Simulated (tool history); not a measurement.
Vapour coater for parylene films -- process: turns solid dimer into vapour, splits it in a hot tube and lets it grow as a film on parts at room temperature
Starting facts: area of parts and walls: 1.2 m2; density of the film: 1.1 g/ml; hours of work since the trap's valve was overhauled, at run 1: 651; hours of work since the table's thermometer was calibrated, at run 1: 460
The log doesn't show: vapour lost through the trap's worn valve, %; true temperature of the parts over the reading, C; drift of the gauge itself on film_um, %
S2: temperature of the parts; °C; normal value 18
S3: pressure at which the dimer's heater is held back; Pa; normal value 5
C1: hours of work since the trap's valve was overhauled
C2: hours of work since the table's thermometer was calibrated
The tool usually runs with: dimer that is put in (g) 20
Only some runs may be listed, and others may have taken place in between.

Run 1, hour 0: usual settings; C1 651; C2 460. Result: thickness of the film (µm) 11.01.
Run 2, hour 33.2: usual settings; C1 671; C2 480. Result: thickness of the film (µm) 10.99.
At hour 50.7: trap's valve overhauled.
Run 3, hour 70.7: usual settings; C1 12; C2 500. Result: thickness of the film (µm) 11.
Run 4, hour 96.3: usual settings; C1 27; C2 515. Result: thickness of the film (µm) 11.02.
Run 5, hour 119.5: usual settings; C1 41; C2 529. Result: thickness of the film (µm) 10.92.
Run 6, hour 147.4: usual settings; C1 58; C2 545. Result: thickness of the film (µm) 10.96.
Run 7, hour 185.9: usual settings; C1 81; C2 568. Result: thickness of the film (µm) 10.98.
Run 8, hour 209.3: usual settings; C1 95; C2 582. Result: thickness of the film (µm) 10.99.
Run 9, hour 233.8: usual settings; C1 109; C2 597. Result: thickness of the film (µm) 11.02.
Run 10, hour 253.8: usual settings; C1 121; C2 609. Result: thickness of the film (µm) 11.04.
Run 11, hour 291.3: usual settings but S3 4.8 Pa; C1 144; C2 631. Result: thickness of the film (µm) 11.09.
Run 12, hour 326.8: usual settings; C1 165; C2 653. Result: thickness of the film (µm) 10.99.
Run 13, hour 354.8: usual settings; C1 182; C2 669. Result: thickness of the film (µm) 11.02.
Run 14, hour 371.6: usual settings but S3 5.47 Pa; C1 192; C2 679. Result: thickness of the film (µm) 10.77.
Run 15, hour 399.8: usual settings but S3 5.47 Pa; C1 208; C2 696. Result: thickness of the film (µm) 10.75.
Run 16, hour 419.1: usual settings but dimer that is put in (g) 19; C1 220; C2 708. Result: thickness of the film (µm) 10.37.
Run 17, hour 452: usual settings but dimer that is put in (g) 19, S2 12 °C; C1 240; C2 727. Result: thickness of the film (µm) 13.98.
Run 18, hour 488.6: usual settings; C1 261; C2 749. Result: thickness of the film (µm) 10.99.
Run 19, hour 507.2: usual settings; C1 273; C2 760. Result: thickness of the film (µm) 11.06.
Run 20, hour 535.3: usual settings; C1 289; C2 777. Result: thickness of the film (µm) 10.99.
Run 21, hour 560.4: usual settings; C1 304; C2 792. Result: thickness of the film (µm) 10.92.
Run 22, hour 587.3: usual settings; C1 320; C2 808. Result: thickness of the film (µm) 10.97.
Run 23, hour 620.2: usual settings but S3 7.38 Pa; C1 340; C2 828. Result: thickness of the film (µm) 10.24.
Run 24, hour 637.4: usual settings but dimer that is put in (g) 23, S3 3.63 Pa; C1 350; C2 838. Result: thickness of the film (µm) 13.35.
Run 25, hour 675: usual settings but S2 24 °C, S3 4.82 Pa; C1 373; C2 860. Result: thickness of the film (µm) 8.28.
At hour 684.4: table's thermometer calibrated.
Run 26, hour 707.8: usual settings but S2 24 °C, S3 4.82 Pa; C1 392; C2 14. Result: thickness of the film (µm) 8.27.
Run 27, hour 736.5: usual settings but dimer that is put in (g) 23, S2 16 °C, S3 3.43 Pa; C1 409; C2 31. Result: thickness of the film (µm) 14.96.
Run 28, hour 759.9: usual settings but S2 24 °C, S3 7.09 Pa; C1 423; C2 45. Result: thickness of the film (µm) 7.7.
Run 29, hour 798.9: usual settings but dimer that is put in (g) 10, S2 24 °C, S3 9.1 Pa; C1 446; C2 68. Result: thickness of the film (µm) 3.67.
Run 30, hour 822.7: usual settings but dimer that is put in (g) 36, S2 24 °C, S3 9.1 Pa; C1 460; C2 83. Result: thickness of the film (µm) 13.22.
Run 31, hour 858.4: usual settings but dimer that is put in (g) 18, S2 25 °C, S3 11.47 Pa; C1 482; C2 104. Result: thickness of the film (µm) 6.01.
Run 32, hour 896: usual settings but S2 15 °C, S3 10.71 Pa; C1 504; C2 126. Result: thickness of the film (µm) 10.99.
Run 33, hour 926.5: usual settings but dimer that is put in (g) 13, S2 11 °C, S3 2.45 Pa; C1 522; C2 145. Result: thickness of the film (µm) 9.59.
Run 34, hour 946.7: usual settings but dimer that is put in (g) 13, S2 11 °C, S3 6.86 Pa; C1 534; C2 157. Result: thickness of the film (µm) 9.45.
Run 35, hour 973.3: usual settings but dimer that is put in (g) 29, S3 2.22 Pa; C1 550; C2 173. Result: thickness of the film (µm) 18.61.
Run 36, hour 1011.9: usual settings but dimer that is put in (g) 22, S2 25 °C, S3 2.58 Pa; C1 573; C2 196. Result: thickness of the film (µm) 9.77.
Run 37, hour 1031.7: usual settings but dimer that is put in (g) 22, S2 25 °C, S3 8.23 Pa; C1 585; C2 207. Result: thickness of the film (µm) 7.85.
Run 38, hour 1060.2: usual settings but dimer that is put in (g) 13, S3 4.36 Pa; C1 602; C2 224. Result: thickness of the film (µm) 7.35.
Run 39, hour 1079.3: usual settings but dimer that is put in (g) 10, S2 23 °C, S3 4.06 Pa; C1 614; C2 236. Result: thickness of the film (µm) 4.45.
Run 40, hour 1115.1: usual settings but dimer that is put in (g) 15, S2 15 °C, S3 7.69 Pa; C1 635; C2 257. Result: thickness of the film (µm) 8.7.
Run 41, hour 1149.4: usual settings but S2 26 °C, S3 3.58 Pa; C1 655; C2 278. Result: thickness of the film (µm) 7.9.
Run 42, hour 1166.2: usual settings but S3 8.17 Pa; C1 665; C2 288. Result: thickness of the film (µm) 10.01.
Run 43, hour 1183.6: usual settings but dimer that is put in (g) 18, S3 2.83 Pa; C1 676; C2 298. Result: thickness of the film (µm) 10.94.
At hour 1192.8: trap's valve overhauled.
Run 44, hour 1217.3: usual settings but dimer that is put in (g) 18, S2 12 °C, S3 2.09 Pa; C1 15; C2 316. Result: thickness of the film (µm) 13.39.
Run 45, hour 1253: usual settings but dimer that is put in (g) 13, S2 13 °C; C1 36; C2 337. Result: thickness of the film (µm) 9.1.
Run 46, hour 1282.9: usual settings but dimer that is put in (g) 13, S2 13 °C; C1 54; C2 355. Result: thickness of the film (µm) 9.08.

Each row is a separate what-if for the run after 46, all from the same tool condition, not one after another. Results?
Run A, hour 1300.9: usual settings but dimer that is put in (g) 31; C1 65; C2 366. Result: thickness of the film (µm) ?.
Run B, hour 1300.9: usual settings but dimer that is put in (g) 11, S2 13 °C, S3 3.51 Pa; C1 65; C2 366. Result: thickness of the film (µm) ?.
Run C, hour 1300.9: usual settings but S2 21 °C; C1 65; C2 366. Result: thickness of the film (µm) ?.
Run D, hour 1300.9: usual settings but dimer that is put in (g) 26, S2 11 °C; C1 65; C2 366. Result: thickness of the film (µm) ?.

run  thickness of the film (µm)
  A                       17.03
  B                        8.14
  C                        9.51
  D                       19.38
Had the tool no hidden state, the same runs would have come out as:
run  thickness of the film (µm)
  A                       17.03
  B                        8.14
  C                        9.51
  D                       19.39
